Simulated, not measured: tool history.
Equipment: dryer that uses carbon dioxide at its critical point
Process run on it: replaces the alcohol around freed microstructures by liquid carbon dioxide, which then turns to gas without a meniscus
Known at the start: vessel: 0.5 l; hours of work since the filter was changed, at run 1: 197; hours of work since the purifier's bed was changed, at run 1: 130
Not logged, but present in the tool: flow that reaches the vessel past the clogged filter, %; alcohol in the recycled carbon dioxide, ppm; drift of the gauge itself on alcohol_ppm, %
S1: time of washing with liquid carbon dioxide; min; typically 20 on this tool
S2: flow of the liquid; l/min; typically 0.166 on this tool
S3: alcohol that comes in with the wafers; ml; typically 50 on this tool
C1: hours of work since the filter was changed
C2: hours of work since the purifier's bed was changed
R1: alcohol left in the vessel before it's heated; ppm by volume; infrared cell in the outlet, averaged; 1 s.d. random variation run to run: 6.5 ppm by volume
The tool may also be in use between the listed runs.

Run 1, day 0.000: usual settings; C1 197; C2 130. Result: R1 431 ppm by volume.
Run 2, day 1.067: usual settings; C1 207; C2 140. Result: R1 436 ppm by volume.
Run 3, day 1.792: usual settings; C1 214; C2 147. Result: R1 436 ppm by volume.
Run 4, day 2.850: usual settings but S1 19 min; C1 224; C2 157. Result: R1 574 ppm by volume.
Run 5, day 3.358: usual settings but S1 19 min; C1 229; C2 162. Result: R1 592 ppm by volume.
Run 6, day 4.596: usual settings but S2 0.224 l/min; C1 240; C2 174. Result: R1 124 ppm by volume.
Run 7, day 5.808: usual settings but S2 0.224 l/min; C1 252; C2 185. Result: R1 127 ppm by volume.
Run 8, day 6.538: usual settings but S2 0.224 l/min; C1 259; C2 192. Result: R1 121 ppm by volume.
Run 9, day 7.450: usual settings but S2 0.224 l/min; C1 268; C2 201. Result: R1 130 ppm by volume.
Run 10, day 7.988: usual settings but S2 0.224 l/min; C1 273; C2 206. Result: R1 126 ppm by volume.
Run 11, day 9.229: usual settings but S2 0.224 l/min; C1 284; C2 218. Result: R1 137 ppm by volume.
Run 12, day 10.233: usual settings but S3 25 ml; C1 294; C2 228. Result: R1 297 ppm by volume.
Run 13, day 11.212: usual settings but S3 25 ml; C1 303; C2 237. Result: R1 301 ppm by volume.
Run 14, day 11.804: usual settings but S3 25 ml; C1 309; C2 242. Result: R1 300 ppm by volume.
Run 15, day 12.850: usual settings; C1 319; C2 252. Result: R1 540 ppm by volume.
Run 16, day 13.950: usual settings; C1 329; C2 263. Result: R1 533 ppm by volume.
Run 17, day 14.521: usual settings; C1 335; C2 268. Result: R1 551 ppm by volume.
Run 18, day 15.704: usual settings; C1 346; C2 280. Result: R1 574 ppm by volume.
Run 19, day 16.704: usual settings but S1 22 min, S3 108 ml; C1 356; C2 289. Result: R1 703 ppm by volume.
Run 20, day 17.825: usual settings but S1 22 min, S3 108 ml; C1 366; C2 300. Result: R1 714 ppm by volume.
Run 21, day 18.717: usual settings but S1 13 min, S2 0.268 l/min; C1 375; C2 308. Result: R1 420 ppm by volume.
Run 22, day 19.479: usual settings but S1 13 min, S2 0.268 l/min; C1 382; C2 316. Result: R1 422 ppm by volume.
Run 23, day 20.504: usual settings but S1 12 min, S2 0.105 l/min, S3 85 ml; C1 392; C2 325. Result: R1 24434 ppm by volume.
Run 24, day 21.392: usual settings but S1 14 min, S2 0.224 l/min, S3 84 ml; C1 400; C2 334. Result: R1 1133 ppm by volume.
Run 25, day 22.621: usual settings but S1 14 min, S2 0.224 l/min, S3 84 ml; C1 412; C2 345. Result: R1 1176 ppm by volume.
Run 26, day 23.671: usual settings but S1 16 min, S2 0.270 l/min, S3 118 ml; C1 422; C2 355. Result: R1 314 ppm by volume.
At day 24.638: inlet filter changed.
Run 27, day 24.829: usual settings but S1 21 min, S2 0.112 l/min, S3 118 ml; C1 2; C2 366. Result: R1 4063 ppm by volume.
Run 28, day 25.375: usual settings but S2 0.135 l/min; C1 7; C2 371. Result: R1 1007 ppm by volume.
Run 29, day 25.983: usual settings but S2 0.135 l/min; C1 13; C2 377. Result: R1 1017 ppm by volume.
Run 30, day 27.042: usual settings but S2 0.135 l/min; C1 23; C2 387. Result: R1 997 ppm by volume.
Run 31, day 27.629: usual settings but S2 0.135 l/min; C1 28; C2 393. Result: R1 1028 ppm by volume.
Run 32, day 28.521: usual settings but S2 0.135 l/min; C1 37; C2 401. Result: R1 1049 ppm by volume.
Run 33, day 29.308: usual settings but S2 0.219 l/min; C1 44; C2 409. Result: R1 179 ppm by volume.
Run 34, day 29.900: usual settings but S2 0.243 l/min, S3 48 ml; C1 50; C2 414. Result: R1 159 ppm by volume.
Run 35, day 30.725: usual settings but S1 31 min, S2 0.156 l/min, S3 48 ml; C1 58; C2 422. Result: R1 157 ppm by volume.

Predict each of these 3 candidate next runs independently; none follows another, all start after run 35:
Run A, day 31.475: usual settings but S3 98 ml; C1 65; C2 429. Result: R1 ?.
Run B, day 31.475: usual settings but S1 18 min, S2 0.103 l/min; C1 65; C2 429. Result: R1 ?.
Run C, day 31.475: usual settings but S2 0.174 l/min, S3 48 ml; C1 65; C2 429. Result: R1 ?.

run    R1
  A   708
  B  4487
  C   350
Take away the tool's hidden state, keep each run's random variation, and the runs would have read:
run    R1
  A   519
  B  4125
  C   191

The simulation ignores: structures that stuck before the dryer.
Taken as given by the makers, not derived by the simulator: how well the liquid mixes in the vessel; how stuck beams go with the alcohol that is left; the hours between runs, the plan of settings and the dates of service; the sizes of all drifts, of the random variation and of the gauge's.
